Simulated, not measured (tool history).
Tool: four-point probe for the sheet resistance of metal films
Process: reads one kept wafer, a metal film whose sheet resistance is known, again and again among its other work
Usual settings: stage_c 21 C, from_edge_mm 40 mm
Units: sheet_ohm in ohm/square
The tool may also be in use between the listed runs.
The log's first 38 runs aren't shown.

run    hour  stage_c  from_edge_mm  sheet_ohm
     3699.4  -- new probe head fitted
 39  3738.7       29            12   0.248132
 40  3848.2       30             6   0.252255
 41  3939.7       23            63    0.24846
 42  4056.6       23            63   0.248539
 43  4118.4       30            19   0.247158
 44  4193.8       30            19   0.247032
 45  4303.5       30            19   0.247194
 46  4361.8       25             9   0.250611

Forecast each of these 3 alternatives for the next run:
  A  4433.4       25            69          ?
  B  4433.4       33             8          ?
  C  4433.4       23            11          ?

run  sheet_ohm
  A   0.248035
  B    0.24917
  C   0.250416
Without the tool's hidden state the same runs would have given:
run  sheet_ohm
  A   0.247345
  B   0.248479
  C   0.249718
